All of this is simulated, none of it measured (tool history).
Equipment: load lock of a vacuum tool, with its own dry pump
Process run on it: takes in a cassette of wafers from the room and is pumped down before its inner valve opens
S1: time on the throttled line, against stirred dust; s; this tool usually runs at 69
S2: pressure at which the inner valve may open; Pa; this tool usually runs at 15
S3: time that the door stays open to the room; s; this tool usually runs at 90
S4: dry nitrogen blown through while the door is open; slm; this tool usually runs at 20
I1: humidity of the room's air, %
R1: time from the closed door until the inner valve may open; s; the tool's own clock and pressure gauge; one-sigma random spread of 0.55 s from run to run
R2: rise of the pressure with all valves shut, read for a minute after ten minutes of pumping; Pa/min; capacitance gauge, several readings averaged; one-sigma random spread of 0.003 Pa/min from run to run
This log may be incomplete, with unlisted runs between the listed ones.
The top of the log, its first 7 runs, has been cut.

run    hour  S1  S2   S3  S4    I1    R1     R2
  8  1369.0  69  15   90  20  45.7  93.6  0.050
  9  1507.6  69  15   90  20  46.2  93.0  0.054
 10  1759.0  69  15   90  20  43.9  93.4  0.050
 11  1884.0  69  15   90  20  45.7  93.4  0.054
 12  2092.6  69  15   90  20  44.0  93.9  0.042
 13  2225.6  69  15   90  20  44.8  94.4  0.054
 14  2501.0  69  15   90  20  46.5  93.3  0.054
 15  2697.7  69  15   90  31  47.9  94.1  0.039
 16  2913.8  69  15   90  41  49.0  94.1  0.037
 17  3153.0  69  15   90  41  45.3  94.0  0.031
 18  3352.3  69  13   90  41  47.4  94.0  0.037
 19  3552.3  69  13   90  41  43.2  94.7  0.035
 20  3788.0  69  13   90  41  46.9  93.8  0.036
 21  3982.0  69  15   90   5  42.7  94.0  0.061
 22  4184.5  69  24   41  20  42.5  91.8  0.034
 23  4309.1  69  24   41  20  41.0  92.8  0.033
 24  4501.6  57  24   67   5  45.9  81.2  0.064
 25  4739.6  57  24   67   5  45.1  81.3  0.060
 26  4919.6  57  24   67  11  46.2  80.6  0.061
 27  5112.0  69  15   62  20  45.8  93.4  0.046
 28  5270.9  69  15   62  20  46.5  94.0  0.042
 29  5438.5  69  15  128  20  43.5  92.8  0.055
 30  5675.4  74  15  163  20  44.7  98.1  0.059
 31  5832.0  74  27  163  15  48.5  95.8  0.070

Run 32 is up next; what results do you expect?
 32  5959.4  93  10  90   7  46.6   ?   ?

{"run 32": {"R1": 115.4, "R2": 0.063}}
If the tool had no hidden condition, the same run with the same run-to-run variation would have returned R1 115.4 s, R2 0.062 Pa/min.
